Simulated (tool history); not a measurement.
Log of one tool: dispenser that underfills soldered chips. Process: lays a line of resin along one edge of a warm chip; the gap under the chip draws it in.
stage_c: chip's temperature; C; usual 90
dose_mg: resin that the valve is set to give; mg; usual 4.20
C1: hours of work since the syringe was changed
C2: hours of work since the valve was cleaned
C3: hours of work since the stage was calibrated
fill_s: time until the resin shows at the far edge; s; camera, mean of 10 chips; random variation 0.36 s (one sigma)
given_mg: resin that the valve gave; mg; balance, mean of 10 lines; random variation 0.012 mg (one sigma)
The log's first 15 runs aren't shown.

Run 16, hour 76.8: usual settings but stage_c 94 C; C1 6; C2 34; C3 80. Result: fill_s 26.0 s, given_mg 4.14 mg.
At hour 82.6: new syringe of resin.
Run 17, hour 82.6: usual settings but stage_c 97 C; C1 0; C2 37; C3 83. Result: fill_s 14.9 s, given_mg 4.13 mg.
Run 18, hour 85.5: usual settings but stage_c 97 C; C1 2; C2 39; C3 85. Result: fill_s 16.1 s, given_mg 4.14 mg.
Run 19, hour 90.5: usual settings but stage_c 97 C; C1 5; C2 42; C3 88. Result: fill_s 21.0 s, given_mg 4.13 mg.
Run 20, hour 94.4: usual settings but stage_c 85 C, dose_mg 4.10 mg; C1 7; C2 45; C3 91. Result: fill_s 43.6 s, given_mg 4.01 mg.
Run 21, hour 97.2: usual settings but stage_c 85 C, dose_mg 4.10 mg; C1 9; C2 46; C3 92. Result: fill_s 49.9 s, given_mg 4.00 mg.
At hour 98.7: new syringe of resin.
Run 22, hour 101.9: usual settings but stage_c 103 C, dose_mg 4.10 mg; C1 2; C2 49; C3 95. Result: fill_s 12.6 s, given_mg 4.02 mg.
Run 23, hour 104.9: usual settings but stage_c 103 C, dose_mg 4.10 mg; C1 4; C2 51; C3 97. Result: fill_s 16.1 s, given_mg 4.01 mg.
Run 24, hour 108.9: usual settings but stage_c 103 C, dose_mg 4.10 mg; C1 6; C2 54; C3 99. Result: fill_s 19.2 s, given_mg 4.01 mg.
Run 25, hour 113.7: usual settings but stage_c 101 C, dose_mg 5.35 mg; C1 9; C2 56; C3 102. Result: fill_s 24.3 s, given_mg 5.23 mg.
At hour 114.5: new syringe of resin.
Run 26, hour 120.4: usual settings but stage_c 101 C, dose_mg 5.35 mg; C1 4; C2 60; C3 106. Result: fill_s 15.6 s, given_mg 5.22 mg.
Run 27, hour 125.6: usual settings but stage_c 101 C, dose_mg 5.35 mg; C1 7; C2 64; C3 110. Result: fill_s 20.4 s, given_mg 5.20 mg.
At hour 130.5: new syringe of resin.
Run 28, hour 131.0: usual settings but stage_c 101 C, dose_mg 5.35 mg; C1 0; C2 67; C3 113. Result: fill_s 12.9 s, given_mg 5.21 mg.
Run 29, hour 137.2: usual settings but stage_c 97 C, dose_mg 4.42 mg; C1 4; C2 71; C3 117. Result: fill_s 19.3 s, given_mg 4.28 mg.
At hour 141.5: dispensing valve cleaned and set on the balance.
Run 30, hour 142.9: usual settings but stage_c 78 C, dose_mg 3.79 mg; C1 7; C2 1; C3 119. Result: fill_s 60.4 s, given_mg 3.80 mg.
Run 31, hour 146.6: usual settings but stage_c 78 C, dose_mg 3.79 mg; C1 9; C2 3; C3 122. Result: fill_s 70.8 s, given_mg 3.80 mg.
At hour 147.7: new syringe of resin.
Run 32, hour 150.6: usual settings but stage_c 88 C, dose_mg 4.72 mg; C1 2; C2 5; C3 124. Result: fill_s 24.8 s, given_mg 4.72 mg.
Run 33, hour 154.2: usual settings but stage_c 85 C, dose_mg 4.19 mg; C1 4; C2 8; C3 126. Result: fill_s 34.0 s, given_mg 4.19 mg.
Run 34, hour 160.4: usual settings but stage_c 85 C, dose_mg 4.19 mg; C1 8; C2 12; C3 130. Result: fill_s 45.9 s, given_mg 4.16 mg.
At hour 163.8: new syringe of resin.
Run 35, hour 164.0: usual settings but stage_c 85 C, dose_mg 4.19 mg; C1 0; C2 14; C3 132. Result: fill_s 25.2 s, given_mg 4.16 mg.

Forecast each of these 3 alternatives for the next run:
Run A, hour 169.7: usual settings but stage_c 85 C, dose_mg 5.34 mg; C1 4; C2 17; C3 136. Result: fill_s ?, given_mg ?.
Run B, hour 169.7: usual settings but stage_c 85 C, dose_mg 5.07 mg; C1 4; C2 17; C3 136. Result: fill_s ?, given_mg ?.
Run C, hour 169.7: usual settings but stage_c 105 C; C1 4; C2 17; C3 136. Result: fill_s ?, given_mg ?.

run  fill_s  given_mg
  A    31.8      5.30
  B    32.0      5.04
  C    14.0      4.18
Without the tool's hidden state the same runs would have given:
run  fill_s  given_mg
  A    23.3      5.34
  B    23.2      5.08
  C    10.2      4.21

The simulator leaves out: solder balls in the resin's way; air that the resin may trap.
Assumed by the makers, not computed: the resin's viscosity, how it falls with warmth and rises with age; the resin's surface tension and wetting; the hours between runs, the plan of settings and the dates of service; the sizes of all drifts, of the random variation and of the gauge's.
